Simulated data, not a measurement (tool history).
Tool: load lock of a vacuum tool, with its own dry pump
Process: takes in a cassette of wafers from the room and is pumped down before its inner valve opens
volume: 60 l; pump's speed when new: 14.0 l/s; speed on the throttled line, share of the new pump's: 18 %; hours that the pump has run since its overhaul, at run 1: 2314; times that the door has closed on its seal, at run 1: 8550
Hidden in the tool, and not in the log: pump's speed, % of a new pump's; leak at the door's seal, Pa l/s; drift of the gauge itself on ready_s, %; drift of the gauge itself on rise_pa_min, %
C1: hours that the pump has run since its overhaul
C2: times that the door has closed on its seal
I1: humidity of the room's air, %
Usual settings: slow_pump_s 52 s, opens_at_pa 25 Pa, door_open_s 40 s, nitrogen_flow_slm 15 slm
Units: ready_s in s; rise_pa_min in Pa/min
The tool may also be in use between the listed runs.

{"run": 1, "day": 0.0, "slow_pump_s": 52, "opens_at_pa": 25, "door_open_s": 40, "nitrogen_flow_slm": 15, "C1": 2314, "C2": 8550, "I1": 46.7, "ready_s": 79.4, "rise_pa_min": 0.051}
{"run": 2, "day": 9.688, "slow_pump_s": 52, "opens_at_pa": 25, "door_open_s": 40, "nitrogen_flow_slm": 9, "C1": 2547, "C2": 9539, "I1": 44.6, "ready_s": 81.4, "rise_pa_min": 0.058}
{"run": 3, "day": 18.867, "slow_pump_s": 52, "opens_at_pa": 25, "door_open_s": 40, "nitrogen_flow_slm": 9, "C1": 2767, "C2": 10476, "I1": 48.9, "ready_s": 81.3, "rise_pa_min": 0.066}
{"run": 4, "day": 27.583, "slow_pump_s": 52, "opens_at_pa": 25, "door_open_s": 40, "nitrogen_flow_slm": 9, "C1": 2976, "C2": 11366, "I1": 43.7, "ready_s": 79.3, "rise_pa_min": 0.069}
{"run": 5, "day": 38.692, "slow_pump_s": 52, "opens_at_pa": 25, "door_open_s": 40, "nitrogen_flow_slm": 9, "C1": 3243, "C2": 12500, "I1": 45.5, "ready_s": 81, "rise_pa_min": 0.077}
{"run": 6, "day": 49.729, "slow_pump_s": 52, "opens_at_pa": 25, "door_open_s": 40, "nitrogen_flow_slm": 9, "C1": 3508, "C2": 13626, "I1": 47.3, "ready_s": 81.6, "rise_pa_min": 0.086}
{"run": 7, "day": 58.912, "slow_pump_s": 52, "opens_at_pa": 25, "door_open_s": 40, "nitrogen_flow_slm": 15, "C1": 3728, "C2": 14563, "I1": 48.3, "ready_s": 82.1, "rise_pa_min": 0.079}
{"run": 8, "day": 66.392, "slow_pump_s": 52, "opens_at_pa": 25, "door_open_s": 40, "nitrogen_flow_slm": 15, "C1": 3908, "C2": 15327, "I1": 45.7, "ready_s": 81.3, "rise_pa_min": 0.09}
{"run": 9, "day": 74.796, "slow_pump_s": 52, "opens_at_pa": 25, "door_open_s": 40, "nitrogen_flow_slm": 15, "C1": 4110, "C2": 16185, "I1": 48.2, "ready_s": 81.2, "rise_pa_min": 0.091}
{"run": 10, "day": 83.804, "slow_pump_s": 52, "opens_at_pa": 25, "door_open_s": 40, "nitrogen_flow_slm": 15, "C1": 4326, "C2": 17104, "I1": 49.1, "ready_s": 81.4, "rise_pa_min": 0.105}
{"run": 11, "day": 92.804, "slow_pump_s": 52, "opens_at_pa": 28, "door_open_s": 40, "nitrogen_flow_slm": 15, "C1": 4542, "C2": 18022, "I1": 47.5, "ready_s": 80.8, "rise_pa_min": 0.107}
{"run": 12, "day": 103.654, "slow_pump_s": 52, "opens_at_pa": 28, "door_open_s": 40, "nitrogen_flow_slm": 15, "C1": 4802, "C2": 19130, "I1": 45.8, "ready_s": 82.5, "rise_pa_min": 0.11}
{"run": 13, "day": 113.683, "slow_pump_s": 52, "opens_at_pa": 25, "door_open_s": 40, "nitrogen_flow_slm": 15, "C1": 5043, "C2": 20153, "I1": 43.1, "ready_s": 82.4, "rise_pa_min": 0.119}
{"run": 14, "day": 118.796, "slow_pump_s": 52, "opens_at_pa": 25, "door_open_s": 40, "nitrogen_flow_slm": 15, "C1": 5166, "C2": 20675, "I1": 46.2, "ready_s": 80.9, "rise_pa_min": 0.124}
{"run": 15, "day": 128.904, "slow_pump_s": 52, "opens_at_pa": 23, "door_open_s": 162, "nitrogen_flow_slm": 9, "C1": 5408, "C2": 21707, "I1": 47.1, "ready_s": 82.6, "rise_pa_min": 0.2}
{"run": 16, "day": 138.825, "slow_pump_s": 66, "opens_at_pa": 25, "door_open_s": 26, "nitrogen_flow_slm": 30, "C1": 5646, "C2": 22719, "I1": 46.9, "ready_s": 94, "rise_pa_min": 0.132}
{"run": 17, "day": 147.529, "slow_pump_s": 66, "opens_at_pa": 25, "door_open_s": 26, "nitrogen_flow_slm": 30, "C1": 5855, "C2": 23608, "I1": 44.9, "ready_s": 92.5, "rise_pa_min": 0.133}
{"run": 18, "day": 156.204, "slow_pump_s": 52, "opens_at_pa": 29, "door_open_s": 78, "nitrogen_flow_slm": 42, "C1": 6063, "C2": 24493, "I1": 44.5, "ready_s": 83.3, "rise_pa_min": 0.155}
{"run": 19, "day": 166.329, "slow_pump_s": 52, "opens_at_pa": 48, "door_open_s": 55, "nitrogen_flow_slm": 15, "C1": 6306, "C2": 25527, "I1": 43.5, "ready_s": 79.4, "rise_pa_min": 0.171}
{"run": 20, "day": 174.625, "slow_pump_s": 53, "opens_at_pa": 38, "door_open_s": 30, "nitrogen_flow_slm": 15, "C1": 6505, "C2": 26373, "I1": 42.8, "ready_s": 82.5, "rise_pa_min": 0.165}
{"run": 21, "day": 179.338, "slow_pump_s": 52, "opens_at_pa": 30, "door_open_s": 128, "nitrogen_flow_slm": 5, "C1": 6619, "C2": 26855, "I1": 45, "ready_s": 83.1, "rise_pa_min": 0.241}
{"run": 22, "day": 186.462, "slow_pump_s": 64, "opens_at_pa": 32, "door_open_s": 151, "nitrogen_flow_slm": 8, "C1": 6790, "C2": 27582, "I1": 48.5, "ready_s": 91.7, "rise_pa_min": 0.251}
{"run": 23, "day": 195.388, "slow_pump_s": 27, "opens_at_pa": 24, "door_open_s": 35, "nitrogen_flow_slm": 32, "C1": 7004, "C2": 28493, "I1": 43.6, "ready_s": 65.1, "rise_pa_min": 0.183}
{"run": 24, "day": 202.7, "slow_pump_s": 27, "opens_at_pa": 24, "door_open_s": 35, "nitrogen_flow_slm": 32, "C1": 7179, "C2": 29239, "I1": 46, "ready_s": 64.4, "rise_pa_min": 0.192}
{"run": 25, "day": 211.867, "slow_pump_s": 27, "opens_at_pa": 24, "door_open_s": 29, "nitrogen_flow_slm": 32, "C1": 7399, "C2": 30174, "I1": 46.7, "ready_s": 65.3, "rise_pa_min": 0.201}
{"run": 26, "day": 220.425, "slow_pump_s": 50, "opens_at_pa": 24, "door_open_s": 154, "nitrogen_flow_slm": 32, "C1": 7605, "C2": 31048, "I1": 46.2, "ready_s": 83.1, "rise_pa_min": 0.236}
{"run": 27, "day": 231.521, "slow_pump_s": 38, "opens_at_pa": 24, "door_open_s": 95, "nitrogen_flow_slm": 39, "C1": 7871, "C2": 32180, "I1": 44.7, "ready_s": 73.4, "rise_pa_min": 0.225}

Some steps in ready_s between neighbouring runs. How much of each would the tool show without its hidden state too (settings, what came in, random variation), and how much is left for the hidden state, with any gauge scatter that isn't in both results?
Run 17 -> 18: slow_pump_s 66 -> 52, opens_at_pa 25 -> 29, door_open_s 26 -> 78, nitrogen_flow_slm 30 -> 42. ready_s -9.2 s: hidden state +0.6, all else -9.8.
Run 22 -> 23: slow_pump_s 64 -> 27, opens_at_pa 32 -> 24, door_open_s 151 -> 35, nitrogen_flow_slm 8 -> 32. ready_s -26.6 s: hidden state +1.7, all else -28.3.
Run 25 -> 26: slow_pump_s 27 -> 50, door_open_s 29 -> 154. ready_s +17.8 s: hidden state -0.6, all else +18.4.

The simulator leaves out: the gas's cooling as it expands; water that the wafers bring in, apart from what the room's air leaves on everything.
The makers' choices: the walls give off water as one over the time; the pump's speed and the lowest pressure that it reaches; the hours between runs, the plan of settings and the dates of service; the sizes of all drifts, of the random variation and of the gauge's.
